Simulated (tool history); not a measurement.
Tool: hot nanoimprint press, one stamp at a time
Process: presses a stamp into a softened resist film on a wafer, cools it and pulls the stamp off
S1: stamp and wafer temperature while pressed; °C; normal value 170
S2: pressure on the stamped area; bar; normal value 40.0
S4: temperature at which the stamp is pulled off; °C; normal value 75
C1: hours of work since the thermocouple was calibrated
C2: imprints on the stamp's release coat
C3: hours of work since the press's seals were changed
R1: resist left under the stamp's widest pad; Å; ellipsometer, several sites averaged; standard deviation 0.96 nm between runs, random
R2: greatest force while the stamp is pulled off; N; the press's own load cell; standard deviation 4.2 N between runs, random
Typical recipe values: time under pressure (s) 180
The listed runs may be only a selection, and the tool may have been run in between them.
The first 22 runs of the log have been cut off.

Run 23, hour 230.4: usual settings but S1 164 °C, S2 46.9 bar; C1 188; C2 365; C3 354. Result: R1 1794 Å, R2 212 N.
Run 24, hour 238.6: usual settings but S1 171 °C, S2 61.8 bar, time under pressure (s) 175, S4 78 °C; C1 195; C2 388; C3 360. Result: R1 1004 Å, R2 193 N.
Run 25, hour 250.0: usual settings but S1 171 °C, S2 61.8 bar, time under pressure (s) 175, S4 78 °C; C1 204; C2 419; C3 369. Result: R1 1015 Å, R2 197 N.
Run 26, hour 258.3: usual settings but time under pressure (s) 206, S4 79 °C; C1 211; C2 442; C3 376. Result: R1 1268 Å, R2 186 N.
Run 27, hour 266.2: usual settings but time under pressure (s) 206, S4 79 °C; C1 217; C2 464; C3 382. Result: R1 1247 Å, R2 193 N.
Run 28, hour 279.4: usual settings but S1 179 °C, S2 46.0 bar, time under pressure (s) 232, S4 76 °C; C1 227; C2 500; C3 393. Result: R1 610 Å, R2 207 N.
Run 29, hour 288.1: usual settings but S2 47.7 bar, time under pressure (s) 185, S4 82 °C; C1 234; C2 524; C3 399. Result: R1 1173 Å, R2 174 N.
Run 30, hour 298.7: usual settings but S1 181 °C, S2 47.7 bar, time under pressure (s) 185, S4 82 °C; C1 242; C2 554; C3 408. Result: R1 584 Å, R2 175 N.

Branching from run 30: 4 alternative next runs. What would each branch give?
Run A, hour 308.8: usual settings but S1 181 °C, S2 38.0 bar, time under pressure (s) 185, S4 80 °C; C1 250; C2 582; C3 416. Result: R1 ?, R2 ?.
Run B, hour 308.8: usual settings but S1 173 °C, time under pressure (s) 99; C1 250; C2 582; C3 416. Result: R1 ?, R2 ?.
Run C, hour 308.8: usual settings but time under pressure (s) 102, S4 64 °C; C1 250; C2 582; C3 416. Result: R1 ?, R2 ?.
Run D, hour 308.8: usual settings but S4 63 °C; C1 250; C2 582; C3 416. Result: R1 ?, R2 ?.

run    R1   R2
  A   671  183
  B  1378  213
  C  1616  268
  D  1310  276
With no hidden state in the tool, these same runs would have given:
run    R1   R2
  A   697  173
  B  1435  201
  C  1682  252
  D  1368  259
